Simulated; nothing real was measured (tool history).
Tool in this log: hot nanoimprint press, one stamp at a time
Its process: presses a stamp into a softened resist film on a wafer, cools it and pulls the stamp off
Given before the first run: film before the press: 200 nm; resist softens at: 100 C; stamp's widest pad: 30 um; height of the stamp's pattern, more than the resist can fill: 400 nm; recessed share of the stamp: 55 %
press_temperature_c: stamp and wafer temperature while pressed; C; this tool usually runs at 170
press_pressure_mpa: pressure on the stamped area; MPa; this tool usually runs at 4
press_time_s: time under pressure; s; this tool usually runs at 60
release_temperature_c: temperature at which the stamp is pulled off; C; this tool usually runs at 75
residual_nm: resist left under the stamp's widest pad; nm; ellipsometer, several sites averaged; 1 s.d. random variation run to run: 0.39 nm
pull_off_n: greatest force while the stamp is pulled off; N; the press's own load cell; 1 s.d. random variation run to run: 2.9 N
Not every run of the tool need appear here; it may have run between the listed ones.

run 1 hour=0 | press_temperature_c=170 press_pressure_mpa=4 press_time_s=60 release_temperature_c=75 | residual_nm=101.6 pull_off_n=160
run 2 hour=27 | press_temperature_c=170 press_pressure_mpa=4 press_time_s=60 release_temperature_c=75 | residual_nm=101.2 pull_off_n=164
run 3 hour=69.6 | press_temperature_c=170 press_pressure_mpa=4 press_time_s=66 release_temperature_c=75 | residual_nm=97.9 pull_off_n=163
run 4 hour=111.4 | press_temperature_c=170 press_pressure_mpa=4 press_time_s=62 release_temperature_c=75 | residual_nm=99.8 pull_off_n=174
run 5 hour=168.1 | press_temperature_c=170 press_pressure_mpa=4 press_time_s=62 release_temperature_c=75 | residual_nm=99.3 pull_off_n=178
-- hour=202.1 plate thermocouple calibrated
run 6 hour=213.6 | press_temperature_c=170 press_pressure_mpa=4 press_time_s=62 release_temperature_c=75 | residual_nm=97.8 pull_off_n=178
run 7 hour=270.8 | press_temperature_c=170 press_pressure_mpa=4 press_time_s=62 release_temperature_c=75 | residual_nm=97.7 pull_off_n=193
run 8 hour=300 | press_temperature_c=170 press_pressure_mpa=4 press_time_s=60 release_temperature_c=75 | residual_nm=98.8 pull_off_n=186
run 9 hour=337.9 | press_temperature_c=170 press_pressure_mpa=4 press_time_s=60 release_temperature_c=75 | residual_nm=98.3 pull_off_n=197
-- hour=359.7 stamp cleaned and given a new release coat
run 10 hour=393.8 | press_temperature_c=170 press_pressure_mpa=4 press_time_s=60 release_temperature_c=67 | residual_nm=97.7 pull_off_n=162
-- hour=416.9 plate thermocouple calibrated, once more
run 11 hour=430 | press_temperature_c=170 press_pressure_mpa=4 press_time_s=60 release_temperature_c=75 | residual_nm=109.7 pull_off_n=146
run 12 hour=473.6 | press_temperature_c=170 press_pressure_mpa=4 press_time_s=60 release_temperature_c=75 | residual_nm=108.9 pull_off_n=155
run 13 hour=530.6 | press_temperature_c=170 press_pressure_mpa=4 press_time_s=60 release_temperature_c=75 | residual_nm=109.2 pull_off_n=164
run 14 hour=578.4 | press_temperature_c=170 press_pressure_mpa=4 press_time_s=60 release_temperature_c=75 | residual_nm=108.8 pull_off_n=169
run 15 hour=615.1 | press_temperature_c=170 press_pressure_mpa=4 press_time_s=60 release_temperature_c=75 | residual_nm=108.4 pull_off_n=170
run 16 hour=668.3 | press_temperature_c=170 press_pressure_mpa=4 press_time_s=60 release_temperature_c=75 | residual_nm=108.5 pull_off_n=172
run 17 hour=710.7 | press_temperature_c=181 press_pressure_mpa=4 press_time_s=36 release_temperature_c=75 | residual_nm=79.9 pull_off_n=184
run 18 hour=759.8 | press_temperature_c=168 press_pressure_mpa=6.3 press_time_s=62 release_temperature_c=75 | residual_nm=99.2 pull_off_n=190
run 19 hour=784 | press_temperature_c=177 press_pressure_mpa=4.42 press_time_s=60 release_temperature_c=75 | residual_nm=74.7 pull_off_n=188
run 20 hour=811.1 | press_temperature_c=180 press_pressure_mpa=4 press_time_s=59 release_temperature_c=64 | residual_nm=68.2 pull_off_n=217
-- hour=849.1 press's hydraulic seals changed and the load cell set to zero
run 21 hour=852.7 | press_temperature_c=180 press_pressure_mpa=4 press_time_s=59 release_temperature_c=64 | residual_nm=64.2 pull_off_n=222
run 22 hour=892.3 | press_temperature_c=168 press_pressure_mpa=3.43 press_time_s=60 release_temperature_c=71 | residual_nm=118.4 pull_off_n=207
-- hour=940.1 stamp cleaned and given a new release coat
run 23 hour=956.3 | press_temperature_c=172 press_pressure_mpa=4.96 press_time_s=72 release_temperature_c=79 | residual_nm=78.8 pull_off_n=133
run 24 hour=986 | press_temperature_c=170 press_pressure_mpa=4 press_time_s=32 release_temperature_c=75 | residual_nm=123.9 pull_off_n=149
run 25 hour=1040.9 | press_temperature_c=166 press_pressure_mpa=2.9 press_time_s=32 release_temperature_c=75 | residual_nm=155.2 pull_off_n=154
run 26 hour=1098.7 | press_temperature_c=166 press_pressure_mpa=2.9 press_time_s=32 release_temperature_c=75 | residual_nm=155.9 pull_off_n=160
run 27 hour=1123.2 | press_temperature_c=166 press_pressure_mpa=2.9 press_time_s=32 release_temperature_c=75 | residual_nm=153.9 pull_off_n=155
run 28 hour=1175 | press_temperature_c=164 press_pressure_mpa=3.83 press_time_s=42 release_temperature_c=79 | residual_nm=145 pull_off_n=150
run 29 hour=1227.4 | press_temperature_c=163 press_pressure_mpa=4 press_time_s=40 release_temperature_c=75 | residual_nm=148.8 pull_off_n=173
run 30 hour=1261.9 | press_temperature_c=163 press_pressure_mpa=4 press_time_s=40 release_temperature_c=75 | residual_nm=148.3 pull_off_n=172

Below, some changes in residual_nm between adjacent runs. For each, the amount present without the hidden state too (settings, incoming material, random variation) and the amount remaining for the hidden state with gauge scatter not shared by both compared results:
Hidden conditions of the tool in this case: true temperature over the reading, C; pressure that arrives at the usual setting, %; grip of the stamp's worn release coat, % over a new coat's; drift of the gauge itself on residual_nm, %; drift of the gauge itself on pull_off_n, %.
Run 10 -> 11: release_temperature_c 67 -> 75, plate thermocouple calibrated, once more. residual_nm +12 nm: hidden state +12.3, all else -0.3.
Run 18 -> 19: press_temperature_c 168 -> 177, press_pressure_mpa 6.3 -> 4.42, press_time_s 62 -> 60. residual_nm -24.5 nm: hidden state -2.3, all else -22.2.
Run 20 -> 21: press's hydraulic seals changed and the load cell set to zero. residual_nm -4 nm: hidden state -3.5, all else -0.5.
Run 21 -> 22: press_temperature_c 180 -> 168, press_pressure_mpa 4 -> 3.43, press_time_s 59 -> 60, release_temperature_c 64 -> 71. residual_nm +54.2 nm: hidden state -1.8, all else +56.
Run 22 -> 23: press_temperature_c 168 -> 172, press_pressure_mpa 3.43 -> 4.96, press_time_s 60 -> 72, release_temperature_c 71 -> 79, stamp cleaned and given a new release coat. residual_nm -39.6 nm: hidden state +0.4, all else -40.
Run 23 -> 24: press_temperature_c 172 -> 170, press_pressure_mpa 4.96 -> 4, press_time_s 72 -> 32, release_temperature_c 79 -> 75. residual_nm +45.1 nm: hidden state -0.8, all else +45.9.
